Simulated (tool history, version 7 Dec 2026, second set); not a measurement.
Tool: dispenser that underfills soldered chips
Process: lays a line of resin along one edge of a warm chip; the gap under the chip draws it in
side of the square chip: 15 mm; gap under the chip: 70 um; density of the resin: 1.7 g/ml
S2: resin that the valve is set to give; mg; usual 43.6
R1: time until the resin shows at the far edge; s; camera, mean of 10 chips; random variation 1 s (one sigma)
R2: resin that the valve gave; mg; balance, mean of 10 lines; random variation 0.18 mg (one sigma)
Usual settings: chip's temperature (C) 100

Run 1, day 0: usual settings. Result: R1 126.7 s, R2 41.52 mg.
At day 0.183: new syringe of resin.
Run 2, day 0.275: usual settings but S2 53.8 mg. Result: R1 107.5 s, R2 51.1 mg.
Run 3, day 0.421: usual settings but S2 53.8 mg. Result: R1 121 s, R2 50.63 mg.
Run 4, day 0.6: usual settings but S2 53.8 mg. Result: R1 139.5 s, R2 50.86 mg.
At day 0.638: new syringe of resin.
Run 5, day 0.788: usual settings but S2 53.8 mg. Result: R1 110 s, R2 50.26 mg.
Run 6, day 1.025: usual settings but S2 53.8 mg. Result: R1 132.6 s, R2 50.58 mg.
At day 1.096: new syringe of resin.
Run 7, day 1.321: usual settings but S2 53.8 mg. Result: R1 116.6 s, R2 50.24 mg.
At day 1.546: new syringe of resin.
Run 8, day 1.612: usual settings but S2 53.8 mg. Result: R1 104.3 s, R2 49.94 mg.
Run 9, day 1.821: usual settings. Result: R1 124.4 s, R2 40.28 mg.
Run 10, day 1.983: usual settings. Result: R1 141.5 s, R2 40.17 mg.
At day 2.012: new syringe of resin.
Run 11, day 2.271: usual settings but S2 42 mg. Result: R1 126.6 s, R2 38.8 mg.
At day 2.479: new syringe of resin.
Run 12, day 2.558: usual settings but S2 52.5 mg. Result: R1 108.7 s, R2 47.73 mg.
Run 13, day 2.846: usual settings but S2 52.5 mg. Result: R1 135.4 s, R2 48.04 mg.
At day 2.946: new syringe of resin.
Run 14, day 3.004: usual settings but chip's temperature (C) 114. Result: R1 68.8 s, R2 39.63 mg.
Run 15, day 3.2: usual settings but chip's temperature (C) 114. Result: R1 79.8 s, R2 39.39 mg.
At day 3.412: new syringe of resin.
Run 16, day 3.483: usual settings but chip's temperature (C) 106. Result: R1 88.2 s, R2 39.15 mg.
Run 17, day 3.712: usual settings but chip's temperature (C) 113, S2 50.7 mg. Result: R1 81.7 s, R2 45.76 mg.
At day 3.821: dispensing valve cleaned and set on the balance.
At day 3.904: new syringe of resin.
Run 18, day 4.021: usual settings but chip's temperature (C) 113, S2 50.7 mg. Result: R1 73.3 s, R2 50.27 mg.
Run 19, day 4.267: usual settings but chip's temperature (C) 113, S2 50.7 mg. Result: R1 89 s, R2 49.94 mg.
At day 4.371: new syringe of resin.
Run 20, day 4.438: usual settings but chip's temperature (C) 103, S2 55.4 mg. Result: R1 94.7 s, R2 55.06 mg.
Run 21, day 4.667: usual settings but chip's temperature (C) 110, S2 40 mg. Result: R1 94.3 s, R2 39.77 mg.
Run 22, day 4.792: usual settings but chip's temperature (C) 98, S2 53.6 mg. Result: R1 148.8 s, R2 52.75 mg.
At day 4.842: new syringe of resin.
Run 23, day 4.925: usual settings but chip's temperature (C) 114, S2 43.2 mg. Result: R1 68.7 s, R2 42.57 mg.
Run 24, day 5.062: usual settings but chip's temperature (C) 114, S2 43.2 mg. Result: R1 77.7 s, R2 42.41 mg.
At day 5.296: new syringe of resin.
Run 25, day 5.329: usual settings but chip's temperature (C) 96, S2 44.2 mg. Result: R1 118.5 s, R2 43.24 mg.
Run 26, day 5.483: usual settings but chip's temperature (C) 108, S2 42.1 mg. Result: R1 90.9 s, R2 41.02 mg.
At day 5.742: new syringe of resin.
Run 27, day 5.754: usual settings but chip's temperature (C) 114, S2 44.9 mg. Result: R1 66.2 s, R2 43.36 mg.
Run 28, day 5.933: usual settings but chip's temperature (C) 114, S2 44.9 mg. Result: R1 77.1 s, R2 44.03 mg.
Run 29, day 6.142: usual settings but S2 45.7 mg. Result: R1 141 s, R2 44.36 mg.
At day 6.2: new syringe of resin.
Run 30, day 6.292: usual settings but chip's temperature (C) 106, S2 53.5 mg. Result: R1 89.7 s, R2 51.73 mg.
Run 31, day 6.425: usual settings but chip's temperature (C) 106, S2 53.5 mg. Result: R1 99.2 s, R2 51.48 mg.
At day 6.662: new syringe of resin.
Run 32, day 6.704: usual settings but chip's temperature (C) 102, S2 43.9 mg. Result: R1 98.9 s, R2 41.9 mg.

Forecast each of these 5 alternatives for the next run:
Run A, day 6.838: usual settings but S2 41.7 mg. Result: R1 ?, R2 ?.
Run B, day 6.838: usual settings but S2 52.7 mg. Result: R1 ?, R2 ?.
Run C, day 6.838: usual settings but chip's temperature (C) 115, S2 52.9 mg. Result: R1 ?, R2 ?.
Run D, day 6.838: usual settings but chip's temperature (C) 93, S2 43.9 mg. Result: R1 ?, R2 ?.
Run E, day 6.838: usual settings but S2 38.7 mg. Result: R1 ?, R2 ?.

run     R1     R2
  A  119.7   39.7
  B  116.7  50.19
  C   72.6   50.8
  D  147.7  41.79
  E  120.2  37.01
Without the tool's hidden state the same runs would have given:
run     R1     R2
  A  100.3  41.53
  B   98.3  52.51
  C   61.3  53.14
  D  123.8  43.72
  E  100.4  38.71
